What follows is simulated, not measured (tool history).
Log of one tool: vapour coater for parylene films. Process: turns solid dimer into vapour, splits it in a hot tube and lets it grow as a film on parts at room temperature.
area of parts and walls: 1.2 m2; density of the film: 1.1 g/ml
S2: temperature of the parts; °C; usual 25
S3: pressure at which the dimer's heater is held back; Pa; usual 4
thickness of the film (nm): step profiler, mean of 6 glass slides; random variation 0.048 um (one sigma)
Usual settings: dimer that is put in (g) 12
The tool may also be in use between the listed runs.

Run 1, day 0: usual settings. Result: thickness of the film (nm) 4850.
Run 2, day 0.683: usual settings. Result: thickness of the film (nm) 4880.
Run 3, day 1.146: usual settings. Result: thickness of the film (nm) 4820.
Run 4, day 2.112: usual settings. Result: thickness of the film (nm) 4800.
Run 5, day 2.812: usual settings. Result: thickness of the film (nm) 4860.
Run 6, day 3.812: usual settings. Result: thickness of the film (nm) 4750.
Run 7, day 4.812: usual settings. Result: thickness of the film (nm) 4670.
Run 8, day 5.342: usual settings. Result: thickness of the film (nm) 4700.
Run 9, day 6.412: usual settings. Result: thickness of the film (nm) 4770.
Run 10, day 7.288: usual settings. Result: thickness of the film (nm) 4640.
Run 11, day 7.75: usual settings. Result: thickness of the film (nm) 4670.
At day 8.858: trap's valve overhauled.
Run 12, day 8.946: usual settings. Result: thickness of the film (nm) 5360.
Run 13, day 9.662: usual settings. Result: thickness of the film (nm) 5430.
Run 14, day 10.542: usual settings. Result: thickness of the film (nm) 5290.
Run 15, day 11.171: usual settings. Result: thickness of the film (nm) 5270.
Run 16, day 11.65: usual settings but S3 7.06 Pa. Result: thickness of the film (nm) 4990.
Run 17, day 12.175: usual settings but dimer that is put in (g) 6, S3 7.06 Pa. Result: thickness of the film (nm) 2480.
Run 18, day 12.996: usual settings but dimer that is put in (g) 6, S3 7.06 Pa. Result: thickness of the film (nm) 2460.
Run 19, day 13.562: usual settings but dimer that is put in (g) 6, S3 7.06 Pa. Result: thickness of the film (nm) 2460.
Run 20, day 14.696: usual settings but dimer that is put in (g) 14. Result: thickness of the film (nm) 6150.
Run 21, day 15.775: usual settings but dimer that is put in (g) 14. Result: thickness of the film (nm) 6200.
Run 22, day 16.558: usual settings but dimer that is put in (g) 14. Result: thickness of the film (nm) 6130.
Run 23, day 17.217: usual settings but S2 35 °C. Result: thickness of the film (nm) 3640.
Run 24, day 17.696: usual settings. Result: thickness of the film (nm) 5280.
Run 25, day 18.383: usual settings but dimer that is put in (g) 5, S2 27 °C, S3 3.64 Pa. Result: thickness of the film (nm) 2000.
Run 26, day 19.271: usual settings but dimer that is put in (g) 5, S3 11.43 Pa. Result: thickness of the film (nm) 1860.
Run 27, day 19.983: usual settings but dimer that is put in (g) 20, S3 6.17 Pa. Result: thickness of the film (nm) 8210.
Run 28, day 20.571: usual settings but dimer that is put in (g) 20, S3 6.17 Pa. Result: thickness of the film (nm) 7990.
Run 29, day 21.504: usual settings but dimer that is put in (g) 6, S2 22 °C, S3 8.72 Pa. Result: thickness of the film (nm) 2570.
Run 30, day 22.233: usual settings but dimer that is put in (g) 6, S2 18 °C, S3 11.49 Pa. Result: thickness of the film (nm) 2870.
Run 31, day 22.712: usual settings but dimer that is put in (g) 6, S2 18 °C, S3 11.49 Pa. Result: thickness of the film (nm) 2900.
Run 32, day 23.554: usual settings but dimer that is put in (g) 15, S2 18 °C, S3 11.49 Pa. Result: thickness of the film (nm) 7080.
Run 33, day 24.575: usual settings but dimer that is put in (g) 7, S2 36 °C, S3 7.36 Pa. Result: thickness of the film (nm) 1830.
Run 34, day 25.296: usual settings but dimer that is put in (g) 7, S2 36 °C, S3 7.36 Pa. Result: thickness of the film (nm) 1840.
Run 35, day 26.304: usual settings but dimer that is put in (g) 16, S2 29 °C, S3 9.51 Pa. Result: thickness of the film (nm) 5130.
Run 36, day 26.846: usual settings but dimer that is put in (g) 6, S2 36 °C, S3 4.81 Pa. Result: thickness of the film (nm) 1580.
Run 37, day 27.671: usual settings but dimer that is put in (g) 13, S2 28 °C, S3 2.67 Pa. Result: thickness of the film (nm) 5110.
Run 38, day 28.3: usual settings but dimer that is put in (g) 13, S2 28 °C, S3 2.67 Pa. Result: thickness of the film (nm) 5130.
Run 39, day 29.012: usual settings but dimer that is put in (g) 5, S2 17 °C, S3 8.64 Pa. Result: thickness of the film (nm) 2460.
Run 40, day 30.054: usual settings but dimer that is put in (g) 10, S2 20 °C. Result: thickness of the film (nm) 4940.
Run 41, day 30.942: usual settings but dimer that is put in (g) 10, S2 20 °C. Result: thickness of the film (nm) 4930.
Run 42, day 31.892: usual settings but dimer that is put in (g) 10, S2 20 °C. Result: thickness of the film (nm) 4900.
Run 43, day 32.854: usual settings but dimer that is put in (g) 9, S2 27 °C, S3 2.05 Pa. Result: thickness of the film (nm) 3730.
Run 44, day 33.638: usual settings but dimer that is put in (g) 9, S2 23 °C, S3 2.78 Pa. Result: thickness of the film (nm) 4120.
Run 45, day 34.454: usual settings but dimer that is put in (g) 9, S2 23 °C, S3 2.78 Pa. Result: thickness of the film (nm) 4120.
Run 46, day 35.429: usual settings but dimer that is put in (g) 7, S2 31 °C, S3 7.18 Pa. Result: thickness of the film (nm) 2050.
Run 47, day 36.208: usual settings but dimer that is put in (g) 7, S2 31 °C, S3 7.18 Pa. Result: thickness of the film (nm) 2110.
Run 48, day 36.721: usual settings but dimer that is put in (g) 7, S2 31 °C, S3 7.18 Pa. Result: thickness of the film (nm) 2060.

Some steps in thickness of the film (nm) between neighbouring runs. How much of each would the tool show without its hidden state too (settings, what came in, random variation), and how much is left for the hidden state, with any gauge scatter that isn't in both results?
The hidden state here: vapour lost through the trap's worn valve, %; true temperature of the parts over the reading, C; drift of the gauge itself on film_um, %.
Run 11 -> 12: trap's valve overhauled. thickness of the film (nm) +690: hidden state +740, all else -50.
Run 26 -> 27: dimer that is put in (g) 5 -> 20, S3 11.43 -> 6.17. thickness of the film (nm) +6350: hidden state -340, all else +6690.
Run 28 -> 29: dimer that is put in (g) 20 -> 6, S2 25 -> 22, S3 6.17 -> 8.72. thickness of the film (nm) -5420: hidden state +300, all else -5720.
Run 32 -> 33: dimer that is put in (g) 15 -> 7, S2 18 -> 36, S3 11.49 -> 7.36. thickness of the film (nm) -5250: hidden state +360, all else -5610.
